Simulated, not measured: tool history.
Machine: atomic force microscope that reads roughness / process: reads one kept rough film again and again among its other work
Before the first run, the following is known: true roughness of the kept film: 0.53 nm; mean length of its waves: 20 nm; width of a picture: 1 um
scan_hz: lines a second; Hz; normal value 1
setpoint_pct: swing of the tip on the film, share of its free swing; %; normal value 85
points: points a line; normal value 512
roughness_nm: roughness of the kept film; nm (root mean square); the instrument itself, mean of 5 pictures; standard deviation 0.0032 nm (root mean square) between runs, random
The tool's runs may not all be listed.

run,hour,scan_hz,setpoint_pct,points,roughness_nm
1,0,1,85,512,0.463
2,15.2,1,85,512,0.453
3,25,1,85,512,0.45
4,40.4,2.59,85,512,0.411
5,51.7,1,85,512,0.446
6,65.3,3.32,85,512,0.386
7,84.8,3.32,85,512,0.384
# hour 103: new tip fitted
8,103.8,1,60,512,0.491
9,121,1,62,512,0.487
10,130.6,1,85,512,0.46
11,149.9,1,85,512,0.459
12,168.4,0.64,74,614,0.475
13,179.4,1,85,265,0.44
14,188,0.79,60,927,0.472
# hour 189.9: height scale calibrated on a step standard
15,207.7,0.79,60,726,0.474
16,224.4,0.62,61,360,0.459
17,242.6,0.62,61,730,0.462
# hour 244.1: new tip fitted
18,258.5,0.62,61,730,0.494
19,272.7,0.62,61,730,0.494
20,290.5,1,84,520,0.459
# hour 303.2: height scale calibrated on a step standard, once more
21,307.2,0.58,89,337,0.449

Branching from run 21: 4 alternative next runs. What would each branch give?
A,326.1,0.86,76,496,?
B,326.1,3.27,89,300,?
C,326.1,2.89,62,669,?
D,326.1,0.58,89,531,?

run,roughness_nm
A,0.461
B,0.374
C,0.45
D,0.448
Had the tool no hidden state, the same runs would have come out as:
run,roughness_nm
A,0.487
B,0.395
C,0.476
D,0.473

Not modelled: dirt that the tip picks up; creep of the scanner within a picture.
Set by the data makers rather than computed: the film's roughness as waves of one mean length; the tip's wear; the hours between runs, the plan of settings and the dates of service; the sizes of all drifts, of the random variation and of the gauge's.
